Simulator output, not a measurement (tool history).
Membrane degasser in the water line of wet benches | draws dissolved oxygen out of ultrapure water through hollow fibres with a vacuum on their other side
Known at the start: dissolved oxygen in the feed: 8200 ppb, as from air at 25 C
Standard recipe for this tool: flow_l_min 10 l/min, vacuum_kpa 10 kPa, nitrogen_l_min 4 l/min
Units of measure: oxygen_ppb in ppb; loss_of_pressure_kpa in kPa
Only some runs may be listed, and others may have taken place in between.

| run | day | flow_l_min | vacuum_kpa | nitrogen_l_min | oxygen_ppb | loss_of_pressure_kpa |
|---|---|---|---|---|---|---|
| 1 | 0 | 10 | 10 | 4 | 52.2 | 49.57 |
| 2 | 3.9 | 10 | 10 | 4 | 52.6 | 49.66 |
| 3 | 7.962 | 10 | 10 | 4 | 52.5 | 49.62 |
| 4 | 11.512 | 10 | 10 | 4 | 53.2 | 49.64 |
| 5 | 15.421 | 10 | 10 | 4 | 52.5 | 49.6 |
| 6 | 19.704 | 10 | 10 | 4 | 52.7 | 49.48 |
| 7 | 23.758 | 10 | 23.6 | 4 | 136.9 | 50.17 |
| 8 | 27.375 | 10 | 10 | 4 | 52.7 | 49.93 |
| 9 | 33.029 | 10 | 10 | 4 | 52.9 | 50.09 |
| 10 | 37.442 | 10 | 14.1 | 4 | 78.4 | 49.82 |
| 11 | 42.033 | 10 | 14.1 | 4 | 79.3 | 50.15 |
| 12 | 45.254 | 10 | 14.1 | 4 | 79.2 | 50.23 |
| 13 | 50.917 | 10 | 14.1 | 4 | 80.3 | 50.34 |
| 14 | 54.679 | 10 | 10 | 4 | 53.7 | 50.21 |
| 15 | 59.121 | 10 | 10 | 4 | 53.6 | 50.27 |
|  | 59.45 | vacuum gauge calibrated |
| 16 | 62.762 | 10 | 10 | 4 | 54.2 | 50.35 |
| 17 | 65.758 | 10 | 10 | 4 | 54.4 | 50 |
| 18 | 69.775 | 7 | 10 | 4 | 35.3 | 35.08 |
| 19 | 74.096 | 6 | 14.3 | 4 | 46.4 | 30.16 |
|  | 75.217 | seals of the vacuum lines changed |
|  | 76.962 | vacuum gauge calibrated, once more |
| 20 | 76.962 | 10 | 11.9 | 5.46 | 49.2 | 50.28 |
| 21 | 81.812 | 10 | 11.9 | 5.46 | 49 | 50.15 |
| 22 | 85.267 | 10 | 18.6 | 5.46 | 79.1 | 50.41 |
| 23 | 88.067 | 6 | 17.4 | 1.86 | 114.3 | 30.22 |
| 24 | 90.842 | 12 | 13.1 | 3.17 | 109.5 | 60.44 |
| 25 | 95.408 | 8 | 13.1 | 3.17 | 65.6 | 40.39 |
| 26 | 98.646 | 8 | 13.1 | 3.17 | 66.4 | 40.48 |
| 27 | 104.042 | 10 | 18.7 | 4 | 105.4 | 50.64 |
| 28 | 108.092 | 11 | 17.5 | 2.36 | 172.4 | 55.53 |
| 29 | 111.712 | 13 | 11.8 | 4 | 90.1 | 66.46 |
| 30 | 116.538 | 10 | 10 | 6.47 | 36.5 | 50.48 |
| 31 | 121.871 | 7 | 21.9 | 6.27 | 55.8 | 35.55 |

Measured result minus the same run's result without the hidden state. Both carry the same run-to-run variation, though not necessarily the same gauge scatter:
Hidden conditions of the tool in this case: membrane still open, %; true pressure behind the membrane over the reading, kPa; air that leaks in behind the membrane, l/min; drift of the gauge itself on oxygen_ppb, %; drift of the gauge itself on loss_of_pressure_kpa, %.
| run | oxygen_ppb | loss_of_pressure_kpa |
|---|---|---|
| 1 | +2.7 | +0.92 |
| 2 | +2.7 | +0.96 |
| 3 | +2.8 | +0.99 |
| 4 | +2.9 | +1.03 |
| 5 | +3 | +1.07 |
| 6 | +3.1 | +1.1 |
| 7 | +4.9 | +1.15 |
| 8 | +3.2 | +1.18 |
| 9 | +3.4 | +1.23 |
| 10 | +4.1 | +1.27 |
| 11 | +4.2 | +1.32 |
| 12 | +4.3 | +1.35 |
| 13 | +4.5 | +1.4 |
| 14 | +3.9 | +1.44 |
| 15 | +4 | +1.48 |
| 16 | +4.6 | +1.52 |
| 17 | +4.8 | +1.52 |
| 18 | +3.2 | +1.11 |
| 19 | +3.7 | +0.97 |
| 20 | +1.9 | +1.63 |
| 21 | +1.9 | +1.68 |
| 22 | +2.1 | +1.71 |
| 23 | +0.7 | +1.05 |
| 24 | +3.5 | +2.12 |
| 25 | +1.3 | +1.46 |
| 26 | +1.4 | +1.48 |
| 27 | +2.7 | +1.9 |
| 28 | +3.7 | +2.14 |
| 29 | +5 | +2.6 |
| 30 | +2.7 | +2.02 |
| 31 | +1.5 | +1.46 |

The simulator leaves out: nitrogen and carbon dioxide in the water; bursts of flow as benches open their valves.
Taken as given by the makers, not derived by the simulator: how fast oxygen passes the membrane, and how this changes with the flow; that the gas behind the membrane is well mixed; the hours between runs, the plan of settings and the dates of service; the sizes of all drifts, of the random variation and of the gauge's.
